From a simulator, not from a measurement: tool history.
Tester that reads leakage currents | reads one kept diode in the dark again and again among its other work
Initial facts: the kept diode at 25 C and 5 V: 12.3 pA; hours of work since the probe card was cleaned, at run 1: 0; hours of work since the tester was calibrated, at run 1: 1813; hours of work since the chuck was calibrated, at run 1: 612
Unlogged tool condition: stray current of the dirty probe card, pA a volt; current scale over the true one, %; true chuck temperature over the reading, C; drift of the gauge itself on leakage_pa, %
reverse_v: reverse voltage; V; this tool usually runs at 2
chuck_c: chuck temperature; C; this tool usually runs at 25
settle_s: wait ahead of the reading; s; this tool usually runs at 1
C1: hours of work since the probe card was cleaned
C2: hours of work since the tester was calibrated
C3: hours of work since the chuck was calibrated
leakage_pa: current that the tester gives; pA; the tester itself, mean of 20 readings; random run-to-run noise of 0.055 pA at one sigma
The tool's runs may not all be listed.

run 1 day=0 | reverse_v=2 chuck_c=25 settle_s=1 | C1=0 C2=1813 C3=612 | leakage_pa=7.17
run 2 day=1.888 | reverse_v=2 chuck_c=25 settle_s=1 | C1=22 C2=1834 C3=634 | leakage_pa=7.18
run 3 day=5.221 | reverse_v=2 chuck_c=25 settle_s=1 | C1=61 C2=1873 C3=673 | leakage_pa=7.39
run 4 day=8.792 | reverse_v=2.3 chuck_c=25 settle_s=1 | C1=102 C2=1915 C3=714 | leakage_pa=8.12
run 5 day=11.671 | reverse_v=2 chuck_c=37 settle_s=1 | C1=136 C2=1948 C3=748 | leakage_pa=17.64
run 6 day=15.329 | reverse_v=2 chuck_c=37 settle_s=1 | C1=178 C2=1991 C3=790 | leakage_pa=17.6
run 7 day=17.788 | reverse_v=2 chuck_c=37 settle_s=1 | C1=207 C2=2019 C3=819 | leakage_pa=17.87
run 8 day=19.954 | reverse_v=2 chuck_c=37 settle_s=1 | C1=232 C2=2045 C3=844 | leakage_pa=17.82
run 9 day=22.696 | reverse_v=2 chuck_c=25 settle_s=1 | C1=264 C2=2076 C3=876 | leakage_pa=7.88
run 10 day=25.129 | reverse_v=2 chuck_c=25 settle_s=0.38 | C1=292 C2=2105 C3=904 | leakage_pa=8.2
run 11 day=28.588 | reverse_v=2 chuck_c=25 settle_s=0.38 | C1=332 C2=2145 C3=945 | leakage_pa=8.21
run 12 day=30.971 | reverse_v=2 chuck_c=25 settle_s=0.38 | C1=360 C2=2173 C3=972 | leakage_pa=8.41
run 13 day=33.112 | reverse_v=5.06 chuck_c=25 settle_s=1 | C1=385 C2=2197 C3=997 | leakage_pa=15.44
run 14 day=36.417 | reverse_v=5.06 chuck_c=25 settle_s=1 | C1=423 C2=2236 C3=1036 | leakage_pa=15.76
run 15 day=39.958 | reverse_v=10.38 chuck_c=29 settle_s=2.01 | C1=464 C2=2277 C3=1077 | leakage_pa=33.3
run 16 day=43.612 | reverse_v=2.89 chuck_c=30 settle_s=0.84 | C1=507 C2=2320 C3=1119 | leakage_pa=15.04
run 17 day=46.725 | reverse_v=2.89 chuck_c=30 settle_s=0.84 | C1=543 C2=2356 C3=1155 | leakage_pa=15.28
run 18 day=49.492 | reverse_v=16.71 chuck_c=54 settle_s=0.37 | C1=575 C2=2388 C3=1188 | leakage_pa=202.98
run 19 day=52.275 | reverse_v=9.77 chuck_c=29 settle_s=0.37 | C1=608 C2=2420 C3=1220 | leakage_pa=35.16
run 20 day=55.662 | reverse_v=2 chuck_c=36 settle_s=0.8 | C1=647 C2=2460 C3=1259 | leakage_pa=17.76
-- day=59.112 tester calibrated
run 21 day=59.288 | reverse_v=2 chuck_c=46 settle_s=5.68 | C1=688 C2=2 C3=1301 | leakage_pa=32.61
run 22 day=61.575 | reverse_v=2 chuck_c=46 settle_s=5.68 | C1=715 C2=29 C3=1327 | leakage_pa=33.03
run 23 day=63.5 | reverse_v=1.49 chuck_c=24 settle_s=5.68 | C1=737 C2=51 C3=1349 | leakage_pa=6.98
run 24 day=65.308 | reverse_v=1.78 chuck_c=25 settle_s=0.32 | C1=758 C2=72 C3=1370 | leakage_pa=8.71
run 25 day=67.838 | reverse_v=1.78 chuck_c=43 settle_s=4.91 | C1=788 C2=101 C3=1400 | leakage_pa=25.34
run 26 day=71.054 | reverse_v=6.24 chuck_c=43 settle_s=2.66 | C1=825 C2=139 C3=1437 | leakage_pa=56.91
run 27 day=73.742 | reverse_v=16.92 chuck_c=44 settle_s=0.53 | C1=856 C2=170 C3=1469 | leakage_pa=118.56
run 28 day=76.6 | reverse_v=16.92 chuck_c=37 settle_s=1.78 | C1=889 C2=203 C3=1502 | leakage_pa=83.07

Forecast each of these 5 alternatives for the next run:
run A day=79.683 | reverse_v=2 chuck_c=52 settle_s=1 | C1=925 C2=239 C3=1538 | leakage_pa=?
run B day=79.683 | reverse_v=1.01 chuck_c=37 settle_s=0.32 | C1=925 C2=239 C3=1538 | leakage_pa=?
run C day=79.683 | reverse_v=16.92 chuck_c=31 settle_s=1.21 | C1=925 C2=239 C3=1538 | leakage_pa=?
run D day=79.683 | reverse_v=5.99 chuck_c=22 settle_s=4.54 | C1=925 C2=239 C3=1538 | leakage_pa=?
run E day=79.683 | reverse_v=1.03 chuck_c=28 settle_s=1.43 | C1=925 C2=239 C3=1538 | leakage_pa=?

run=A leakage_pa=47.78
run=B leakage_pa=12.49
run=C leakage_pa=63.73
run=D leakage_pa=19.31
run=E leakage_pa=7.23
With no hidden state in the tool, these same runs would have given:
run=A leakage_pa=48.02
run=B leakage_pa=11.81
run=C leakage_pa=40.7
run=D leakage_pa=10.96
run=E leakage_pa=6.12

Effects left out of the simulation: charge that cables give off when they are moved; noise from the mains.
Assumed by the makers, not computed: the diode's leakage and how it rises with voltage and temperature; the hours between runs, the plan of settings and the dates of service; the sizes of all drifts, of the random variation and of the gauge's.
